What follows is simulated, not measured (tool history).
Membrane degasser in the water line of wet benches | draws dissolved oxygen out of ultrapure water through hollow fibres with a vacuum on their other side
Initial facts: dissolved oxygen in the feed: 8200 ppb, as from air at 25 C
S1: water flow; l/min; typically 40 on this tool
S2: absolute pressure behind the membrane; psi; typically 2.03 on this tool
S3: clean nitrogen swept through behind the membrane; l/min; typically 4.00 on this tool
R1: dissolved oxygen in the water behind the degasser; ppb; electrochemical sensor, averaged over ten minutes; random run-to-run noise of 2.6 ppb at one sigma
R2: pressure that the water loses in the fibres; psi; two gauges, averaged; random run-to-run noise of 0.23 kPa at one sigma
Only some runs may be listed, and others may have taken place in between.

run 1 hour=0.0 | S1=40 S2=2.03 S3=4.00 | R1=262.0 R2=8.457
run 2 hour=60.5 | S1=40 S2=2.03 S3=4.00 | R1=259.0 R2=8.408
run 3 hour=90.0 | S1=62 S2=2.03 S3=4.00 | R1=420.5 R2=13.126
run 4 hour=119.1 | S1=62 S2=2.03 S3=4.00 | R1=422.6 R2=13.153
run 5 hour=178.2 | S1=53 S2=2.03 S3=4.00 | R1=346.6 R2=11.150
run 6 hour=206.6 | S1=40 S2=3.31 S3=4.00 | R1=454.1 R2=8.475
run 7 hour=236.3 | S1=52 S2=2.03 S3=4.00 | R1=344.8 R2=10.987
run 8 hour=266.5 | S1=52 S2=2.03 S3=4.00 | R1=344.9 R2=10.953
run 9 hour=305.4 | S1=37 S2=2.03 S3=4.00 | R1=241.7 R2=7.802
run 10 hour=331.1 | S1=37 S2=2.03 S3=4.00 | R1=244.4 R2=7.870
run 11 hour=374.7 | S1=37 S2=4.66 S3=4.00 | R1=601.0 R2=7.820
run 12 hour=406.0 | S1=37 S2=4.66 S3=4.00 | R1=615.9 R2=7.807
run 13 hour=465.7 | S1=38 S2=2.03 S3=4.00 | R1=249.1 R2=8.066
run 14 hour=523.4 | S1=38 S2=2.03 S3=7.13 | R1=149.2 R2=8.038
run 15 hour=553.7 | S1=44 S2=2.03 S3=4.00 | R1=289.8 R2=9.316
run 16 hour=591.6 | S1=44 S2=2.03 S3=4.00 | R1=291.9 R2=9.316
run 17 hour=621.6 | S1=40 S2=3.13 S3=4.00 | R1=429.6 R2=8.460
run 18 hour=665.0 | S1=40 S2=3.13 S3=4.00 | R1=431.1 R2=8.485

Run 19, settings as shown, results not yet in. Your forecast:
run 19 hour=721.3 | S1=26 S2=1.80 S3=10.34 | R1=? R2=?

{"run 19": {"R1": 61.6, "R2": 5.481}}
Minus the tool's unlogged condition, the same run would have read R1 59.2 ppb, R2 5.368 psi.
